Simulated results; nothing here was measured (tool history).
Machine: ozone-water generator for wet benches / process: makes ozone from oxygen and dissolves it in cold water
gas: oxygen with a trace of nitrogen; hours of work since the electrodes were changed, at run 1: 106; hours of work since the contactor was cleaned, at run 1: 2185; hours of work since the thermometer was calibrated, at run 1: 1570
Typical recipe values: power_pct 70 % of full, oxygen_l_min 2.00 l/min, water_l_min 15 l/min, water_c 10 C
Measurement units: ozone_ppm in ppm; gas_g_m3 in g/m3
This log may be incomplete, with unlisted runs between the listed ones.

run   hour  power_pct  oxygen_l_min  water_l_min  water_c  hours of work since the electrodes were changed  hours of work since the contactor was cleaned  hours of work since the thermometer was calibrated  ozone_ppm  gas_g_m3
  1    0.0         70          2.00           15       10                                              106                                           2185                                                1570       17.0     212.2
  2   26.1         70          3.51           15       10                                              127                                           2206                                                1591       18.5     154.6
  3   47.4         70          2.00           16       10                                              144                                           2223                                                1608       16.0     210.3
  4   83.4         54          2.00           15       10                                              173                                           2252                                                1637       13.8     170.8
  5  104.9         71          2.00           15       10                                              190                                           2270                                                1654       17.2     214.7
  6  139.8         71          2.00           15       10                                              218                                           2298                                                1682       17.5     213.3
  7  175.7         70          2.00           15       10                                              247                                           2326                                                1711       17.0     210.4
  8  204.9         70          2.00           15       10                                              271                                           2350                                                1734       16.9     208.2
  9  226.6         70          2.00           15       10                                              288                                           2367                                                1752       17.1     209.6
 10  266.0         70          2.00           15       10                                              320                                           2399                                                1783       17.1     208.5
 11  283.2         70          2.00           15       10                                              334                                           2413                                                1797       17.0     207.0
 12  318.7         70          2.00           15       10                                              362                                           2441                                                1826       17.1     207.1
 13  339.2         70          1.79           15       10                                              379                                           2458                                                1842       16.8     220.7
 14  363.8         70          1.79           15       10                                              398                                           2477                                                1862       16.5     223.3
 15  389.0         70          1.24           17       10                                              419                                           2498                                                1882       13.4     268.5
     418.4  -- gauge calibrated
 16  430.3         70          1.24           17       10                                              452                                           2531                                                1915       13.4     277.2
 17  466.0         57          3.50           23        6                                              480                                           2559                                                1944       11.4     131.9
 18  487.9         53          1.35           19        5                                              498                                           2577                                                1961        9.9     210.0
 19  528.8         53          2.11           19        5                                              531                                           2610                                                1994       11.3     164.1
 20  552.0         53          2.11           19       10                                              549                                           2628                                                2013       10.9     163.6
 21  569.6         53          2.11           19       10                                              564                                           2643                                                2027       11.1     161.9
 22  591.5         53          2.11           19       10                                              581                                           2660                                                2045       11.2     163.5
 23  625.9         45          2.11           21       10                                              609                                           2688                                                2072        9.0     142.7
 24  652.9         45          2.11           21       10                                              630                                           2709                                                2094        8.8     142.4
 25  683.5         40          2.03           21       10                                              655                                           2734                                                2119        8.0     131.6
 26  722.8         95          2.03           21        6                                              687                                           2766                                                2150       16.4     262.9

3 options for the next run, each taken on its own from the tool as it stands now. Forecast them:
  A  748.5         70          2.70           17       18                                              707                                           2786                                                2171          ?         ?
  B  748.5         95          1.31           21       16                                              707                                           2786                                                2171          ?         ?
  C  748.5         70          3.01            9        5                                              707                                           2786                                                2171          ?         ?

run  ozone_ppm  gas_g_m3
  A       15.0     175.9
  B       13.6     333.0
  C       28.2     166.7
Without the tool's unlogged condition, the same runs would have read:
run  ozone_ppm  gas_g_m3
  A       15.0     179.9
  B       13.7     340.7
  C       28.3     170.6
